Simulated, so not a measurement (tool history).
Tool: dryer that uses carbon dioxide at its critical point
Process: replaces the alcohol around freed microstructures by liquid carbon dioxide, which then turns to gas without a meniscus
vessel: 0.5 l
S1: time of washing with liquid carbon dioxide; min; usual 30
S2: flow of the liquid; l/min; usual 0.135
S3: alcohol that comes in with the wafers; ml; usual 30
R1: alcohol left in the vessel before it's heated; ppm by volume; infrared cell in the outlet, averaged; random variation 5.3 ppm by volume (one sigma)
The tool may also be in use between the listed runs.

run 1 hour=0.0 | S1=30 S2=0.135 S3=30 | R1=256
run 2 hour=27.4 | S1=30 S2=0.135 S3=30 | R1=264
-- hour=65.3 purifier's bed changed
run 3 hour=75.5 | S1=30 S2=0.088 S3=30 | R1=1420
run 4 hour=120.7 | S1=30 S2=0.135 S3=30 | R1=180
run 5 hour=156.2 | S1=30 S2=0.091 S3=30 | R1=1347
-- hour=176.8 inlet filter changed
run 6 hour=200.1 | S1=30 S2=0.162 S3=30 | R1=51
run 7 hour=226.2 | S1=30 S2=0.135 S3=30 | R1=133
run 8 hour=250.9 | S1=30 S2=0.135 S3=30 | R1=138
run 9 hour=302.4 | S1=30 S2=0.135 S3=30 | R1=156
run 10 hour=350.9 | S1=30 S2=0.135 S3=30 | R1=172
run 11 hour=372.5 | S1=30 S2=0.135 S3=30 | R1=175
run 12 hour=413.6 | S1=30 S2=0.135 S3=30 | R1=184
run 13 hour=464.1 | S1=30 S2=0.135 S3=30 | R1=195
run 14 hour=500.1 | S1=30 S2=0.106 S3=30 | R1=715
run 15 hour=549.2 | S1=30 S2=0.135 S3=30 | R1=221
run 16 hour=595.7 | S1=30 S2=0.135 S3=30 | R1=241
-- hour=616.9 inlet filter changed
run 17 hour=622.2 | S1=30 S2=0.135 S3=30 | R1=137
run 18 hour=665.0 | S1=30 S2=0.135 S3=30 | R1=150
run 19 hour=690.8 | S1=30 S2=0.135 S3=30 | R1=150
run 20 hour=714.1 | S1=30 S2=0.101 S3=30 | R1=666
run 21 hour=755.8 | S1=30 S2=0.101 S3=30 | R1=728
run 22 hour=793.8 | S1=30 S2=0.135 S3=92 | R1=441
run 23 hour=832.4 | S1=30 S2=0.135 S3=92 | R1=498
run 24 hour=867.1 | S1=28 S2=0.223 S3=22 | R1=66
run 25 hour=910.1 | S1=24 S2=0.135 S3=67 | R1=1245
run 26 hour=938.1 | S1=24 S2=0.135 S3=67 | R1=1282
run 27 hour=990.0 | S1=24 S2=0.125 S3=35 | R1=1030
run 28 hour=1031.3 | S1=26 S2=0.089 S3=28 | R1=2376
-- hour=1057.6 inlet filter changed
run 29 hour=1074.2 | S1=41 S2=0.183 S3=28 | R1=62
run 30 hour=1096.4 | S1=32 S2=0.144 S3=40 | R1=135
run 31 hour=1148.3 | S1=28 S2=0.189 S3=21 | R1=80
run 32 hour=1182.0 | S1=21 S2=0.135 S3=30 | R1=874
run 33 hour=1218.6 | S1=48 S2=0.203 S3=118 | R1=79
run 34 hour=1249.1 | S1=48 S2=0.203 S3=118 | R1=67
run 35 hour=1271.6 | S1=48 S2=0.203 S3=118 | R1=85
run 36 hour=1297.4 | S1=48 S2=0.203 S3=118 | R1=88
run 37 hour=1344.6 | S1=31 S2=0.203 S3=118 | R1=101
run 38 hour=1370.6 | S1=31 S2=0.203 S3=118 | R1=108
run 39 hour=1405.5 | S1=23 S2=0.103 S3=118 | R1=8432
run 40 hour=1431.1 | S1=23 S2=0.103 S3=118 | R1=8485
run 41 hour=1453.9 | S1=32 S2=0.177 S3=107 | R1=152
run 42 hour=1493.1 | S1=44 S2=0.177 S3=107 | R1=98
-- hour=1497.5 inlet filter changed
run 43 hour=1539.9 | S1=38 S2=0.123 S3=36 | R1=157
run 44 hour=1588.0 | S1=20 S2=0.135 S3=30 | R1=1068
run 45 hour=1632.1 | S1=37 S2=0.101 S3=31 | R1=329
-- hour=1666.9 purifier's bed changed
run 46 hour=1679.8 | S1=24 S2=0.186 S3=30 | R1=60

5 ways to go on from here, each from the tool as it stands after run 46. What would each give?
run A hour=1711.3 | S1=23 S2=0.186 S3=111 | R1=?
run B hour=1711.3 | S1=30 S2=0.119 S3=30 | R1=?
run C hour=1711.3 | S1=24 S2=0.086 S3=30 | R1=?
run D hour=1711.3 | S1=28 S2=0.217 S3=110 | R1=?
run E hour=1711.3 | S1=39 S2=0.162 S3=35 | R1=?

run=A R1=330
run=B R1=310
run=C R1=3002
run=D R1=19
run=E R1=17
Without the tool's hidden state the same runs would have given:
run=A R1=232
run=B R1=233
run=C R1=2558
run=D R1=8
run=E R1=12

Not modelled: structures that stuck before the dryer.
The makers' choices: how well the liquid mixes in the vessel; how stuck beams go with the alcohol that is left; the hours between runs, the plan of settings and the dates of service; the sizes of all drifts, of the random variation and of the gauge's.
